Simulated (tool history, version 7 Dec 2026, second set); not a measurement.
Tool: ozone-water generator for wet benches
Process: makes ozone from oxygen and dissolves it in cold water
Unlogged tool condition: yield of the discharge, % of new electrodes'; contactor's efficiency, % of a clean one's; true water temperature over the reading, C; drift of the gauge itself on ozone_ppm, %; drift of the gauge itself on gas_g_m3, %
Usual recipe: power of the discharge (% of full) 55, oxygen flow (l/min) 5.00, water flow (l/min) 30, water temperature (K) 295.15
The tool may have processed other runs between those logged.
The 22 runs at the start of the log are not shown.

| run | hour | power of the discharge (% of full) | oxygen flow (l/min) | water flow (l/min) | water temperature (K) | hours of work since the electrodes were changed | hours of work since the contactor was cleaned | hours of work since the thermometer was calibrated | dissolved ozone (ppm) | ozone in the gas ahead of the water (g/m3) |
|---|---|---|---|---|---|---|---|---|---|---|
| 23 | 2822.3 | 41 | 8.67 | 19 | 292.15 | 7755 | 1891 | 728 | 14.4 | 88.4 |
| 24 | 3001.7 | 73 | 3.01 | 36 | 298.15 | 7898 | 2035 | 872 | 9.4 | 183.1 |
| 25 | 3123.8 | 42 | 3.01 | 47 | 298.15 | 7996 | 2133 | 970 | 5.1 | 128.7 |
| 26 | 3238.9 | 59 | 5.00 | 30 | 289.15 | 8088 | 2225 | 1062 | 12.5 | 133.4 |
| 27 | 3356.9 | 55 | 5.00 | 39 | 289.15 | 8183 | 2320 | 1157 | 9.5 | 127.1 |
| 28 | 3531.0 | 55 | 5.00 | 39 | 289.15 | 8322 | 2459 | 1296 | 9.4 | 124.7 |
| 29 | 3649.1 | 55 | 5.00 | 39 | 289.15 | 8417 | 2554 | 1391 | 9.4 | 126.7 |
| 30 | 3782.0 | 49 | 5.00 | 22 | 291.15 | 8524 | 2660 | 1497 | 13.7 | 116.4 |
| 31 | 3919.8 | 49 | 5.00 | 22 | 291.15 | 8634 | 2771 | 1608 | 13.5 | 115.9 |
| 32 | 4005.2 | 49 | 5.00 | 22 | 291.15 | 8702 | 2839 | 1676 | 13.6 | 117.2 |
| 33 | 4161.4 | 65 | 4.35 | 29 | 289.15 | 8828 | 2964 | 1801 | 12.8 | 145.8 |
| 34 | 4350.8 | 57 | 3.14 | 22 | 296.15 | 8979 | 3116 | 1953 | 12.1 | 149.9 |

Alternative continuations, all from the tool just after run 34; predict every row:
| A | 4503.3 | 68 | 3.14 | 22 | 296.15 | 9101 | 3238 | 2075 | ? | ? |
| B | 4503.3 | 63 | 5.31 | 22 | 296.15 | 9101 | 3238 | 2075 | ? | ? |
| C | 4503.3 | 55 | 4.03 | 33 | 302.15 | 9101 | 3238 | 2075 | ? | ? |

| run | dissolved ozone (ppm) | ozone in the gas ahead of the water (g/m3) |
|---|---|---|
| A | 13.5 | 165.1 |
| B | 14.7 | 131.7 |
| C | 8.7 | 135.7 |
Stripped of hidden state, with their random variation kept, the same runs would have yielded:
| run | dissolved ozone (ppm) | ozone in the gas ahead of the water (g/m3) |
|---|---|---|
| A | 17.6 | 211.7 |
| B | 19.0 | 166.5 |
| C | 10.9 | 167.4 |
